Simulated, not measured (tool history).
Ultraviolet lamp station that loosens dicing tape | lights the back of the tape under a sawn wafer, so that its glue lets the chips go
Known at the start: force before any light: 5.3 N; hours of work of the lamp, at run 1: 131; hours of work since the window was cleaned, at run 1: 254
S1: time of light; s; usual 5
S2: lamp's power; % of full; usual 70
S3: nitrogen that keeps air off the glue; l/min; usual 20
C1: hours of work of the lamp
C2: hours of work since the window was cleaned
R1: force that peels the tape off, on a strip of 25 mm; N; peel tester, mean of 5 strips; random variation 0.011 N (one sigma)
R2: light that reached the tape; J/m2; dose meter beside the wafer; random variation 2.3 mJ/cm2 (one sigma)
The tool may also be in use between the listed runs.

run,hour,S1,S2,S3,C1,C2,R1,R2
1,0.0,5,70,20,131,254,0.466,2370
2,20.0,6,70,20,146,269,0.358,2870
3,45.0,6,70,20,165,289,0.353,2850
4,70.4,6,70,20,185,308,0.366,2860
5,94.7,5,70,20,203,327,0.469,2400
6,107.5,5,70,20,213,337,0.475,2360
7,124.9,5,70,20,227,350,0.490,2420
8,141.5,5,70,20,239,363,0.485,2430
9,168.9,5,61,20,260,384,0.602,2070
10,193.8,2,72,20,279,403,1.728,970
11,217.9,5,90,35,298,421,0.293,3050
# hour 221.9: window cleaned of glue's vapour
12,242.2,5,90,35,316,16,0.273,3040
13,261.4,5,84,18,331,30,0.387,2870
14,275.3,8,61,22,342,41,0.292,3330
15,304.4,5,70,16,364,63,0.516,2400
16,320.4,5,91,16,376,76,0.345,3120
17,340.6,5,91,22,392,91,0.322,3070

5 ways to go on from here, each from the tool as it stands after run 17. What would each give?
A,354.7,8,89,18,402,102,?,?
B,354.7,5,76,23,402,102,?,?
C,354.7,5,91,17,402,102,?,?
D,354.7,5,82,8,402,102,?,?
E,354.7,5,65,38,402,102,?,?

run,R1,R2
A,0.217,4830
B,0.397,2590
C,0.365,3100
D,0.591,2800
E,0.415,2240
Without the tool's hidden state the same runs would have given:
run,R1,R2
A,0.217,4830
B,0.397,2600
C,0.364,3100
D,0.590,2800
E,0.414,2240

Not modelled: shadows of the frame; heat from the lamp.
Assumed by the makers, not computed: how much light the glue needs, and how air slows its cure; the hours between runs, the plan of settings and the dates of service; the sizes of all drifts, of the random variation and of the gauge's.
